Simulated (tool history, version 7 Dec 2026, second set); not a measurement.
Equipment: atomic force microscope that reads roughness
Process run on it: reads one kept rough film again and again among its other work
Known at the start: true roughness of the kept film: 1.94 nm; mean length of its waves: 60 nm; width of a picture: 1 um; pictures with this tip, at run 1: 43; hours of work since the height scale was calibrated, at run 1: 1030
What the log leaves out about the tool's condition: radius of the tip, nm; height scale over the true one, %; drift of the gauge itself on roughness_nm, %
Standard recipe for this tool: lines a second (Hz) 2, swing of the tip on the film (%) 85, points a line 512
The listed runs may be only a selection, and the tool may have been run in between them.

run,hour,lines a second (Hz),swing of the tip on the film (%),points a line,pictures with this tip,hours of work since the height scale was calibrated,roughness of the kept film (nm (root mean square))
1,0,2,85,512,43,1030,1.5
# hour 24.3: new tip fitted
2,42.8,2,57,512,20,1061,1.776
# hour 86.9: new tip fitted
3,98.4,2,57,512,12,1100,1.791
# hour 150.1: new tip fitted
4,158.6,2,85,512,9,1143,1.521
5,189.2,2,85,512,42,1165,1.488
# hour 213.4: new tip fitted
6,237.8,2,85,512,26,1199,1.526
# hour 280.5: new tip fitted
7,286.5,2,85,512,7,1233,1.546
8,317.8,2,85,512,40,1256,1.492
# hour 345.2: new tip fitted
9,373.3,2,73,512,30,1295,1.652
# hour 378.6: height scale calibrated on a step standard
# hour 410: new tip fitted
10,443.1,2.29,85,730,35,46,1.456
# hour 472.1: new tip fitted
11,499.5,3.05,66,316,29,86,1.637
# hour 534.6: new tip fitted
# hour 540.2: height scale calibrated on a step standard, once more
12,552.9,3.05,66,316,18,9,1.677
# hour 602.3: new tip fitted
13,609.5,1.04,69,374,7,49,1.824
# hour 669.9: new tip fitted
14,686.2,3.06,61,522,17,104,1.722
# hour 736.8: new tip fitted
15,745.7,3.06,57,368,9,146,1.773
# hour 799.5: new tip fitted
16,820.5,3.06,57,368,22,199,1.75

4 ways to go on from here, each from the tool as it stands after run 16. What would each give?
A,854.4,0.82,57,368,59,223,?
B,854.4,2.79,64,512,59,223,?
C,854.4,3.46,85,833,59,223,?
D,854.4,3.06,59,368,59,223,?

run,roughness of the kept film (nm (root mean square))
A,1.799
B,1.666
C,1.32
D,1.707
Without the tool's hidden state the same runs would have given:
run,roughness of the kept film (nm (root mean square))
A,1.875
B,1.736
C,1.376
D,1.779
